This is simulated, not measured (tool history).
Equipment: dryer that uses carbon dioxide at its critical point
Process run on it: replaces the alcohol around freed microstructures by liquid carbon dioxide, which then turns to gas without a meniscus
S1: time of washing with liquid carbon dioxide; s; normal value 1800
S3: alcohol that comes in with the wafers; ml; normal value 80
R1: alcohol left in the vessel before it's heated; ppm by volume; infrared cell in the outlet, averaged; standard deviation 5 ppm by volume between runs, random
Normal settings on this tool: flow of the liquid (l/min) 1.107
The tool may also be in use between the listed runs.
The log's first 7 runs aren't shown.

run 8 day=11.071 | S1=1800 flow_of_the_liquid_(l/min)=0.89 S3=80 | R1=95
run 9 day=13.096 | S1=1800 flow_of_the_liquid_(l/min)=1.107 S3=80 | R1=61
run 10 day=15.242 | S1=1800 flow_of_the_liquid_(l/min)=1.107 S3=80 | R1=49
run 11 day=16.292 | S1=1800 flow_of_the_liquid_(l/min)=1.107 S3=80 | R1=65
-- day=17.854 inlet filter changed
run 12 day=17.921 | S1=1800 flow_of_the_liquid_(l/min)=1.107 S3=80 | R1=54
run 13 day=20.017 | S1=1800 flow_of_the_liquid_(l/min)=1.107 S3=80 | R1=72
run 14 day=21.875 | S1=1800 flow_of_the_liquid_(l/min)=1.107 S3=80 | R1=74
run 15 day=23.479 | S1=1800 flow_of_the_liquid_(l/min)=1.107 S3=80 | R1=84
run 16 day=25.546 | S1=1800 flow_of_the_liquid_(l/min)=1.107 S3=80 | R1=89
run 17 day=27.083 | S1=1800 flow_of_the_liquid_(l/min)=1.107 S3=80 | R1=99
-- day=27.612 inlet filter changed
run 18 day=28.729 | S1=1800 flow_of_the_liquid_(l/min)=1.107 S3=80 | R1=83
run 19 day=30.492 | S1=2400 flow_of_the_liquid_(l/min)=0.88 S3=42 | R1=83
run 20 day=32.192 | S1=1500 flow_of_the_liquid_(l/min)=1.107 S3=22 | R1=98
run 21 day=33.5 | S1=2100 flow_of_the_liquid_(l/min)=1.107 S3=88 | R1=88
run 22 day=34.767 | S1=2100 flow_of_the_liquid_(l/min)=1.57 S3=80 | R1=76
run 23 day=35.967 | S1=1260 flow_of_the_liquid_(l/min)=1.12 S3=80 | R1=236
run 24 day=37.079 | S1=1860 flow_of_the_liquid_(l/min)=1.12 S3=71 | R1=109
-- day=37.421 inlet filter changed
run 25 day=38.146 | S1=2040 flow_of_the_liquid_(l/min)=0.69 S3=24 | R1=114
run 26 day=39.912 | S1=1800 flow_of_the_liquid_(l/min)=1.47 S3=80 | R1=96
run 27 day=42.017 | S1=1320 flow_of_the_liquid_(l/min)=1.107 S3=35 | R1=141
-- day=42.979 purifier's bed changed
run 28 day=43.879 | S1=1320 flow_of_the_liquid_(l/min)=1.107 S3=35 | R1=58

The next listed run, before its measurement:
run 29 day=45.304 | S1=1080 flow_of_the_liquid_(l/min)=1.107 S3=35 | R1=?

R1: 146 ppm by volume
With the hidden condition absent and the run-to-run variation left alone, this run would have shown R1 109 ppm by volume.

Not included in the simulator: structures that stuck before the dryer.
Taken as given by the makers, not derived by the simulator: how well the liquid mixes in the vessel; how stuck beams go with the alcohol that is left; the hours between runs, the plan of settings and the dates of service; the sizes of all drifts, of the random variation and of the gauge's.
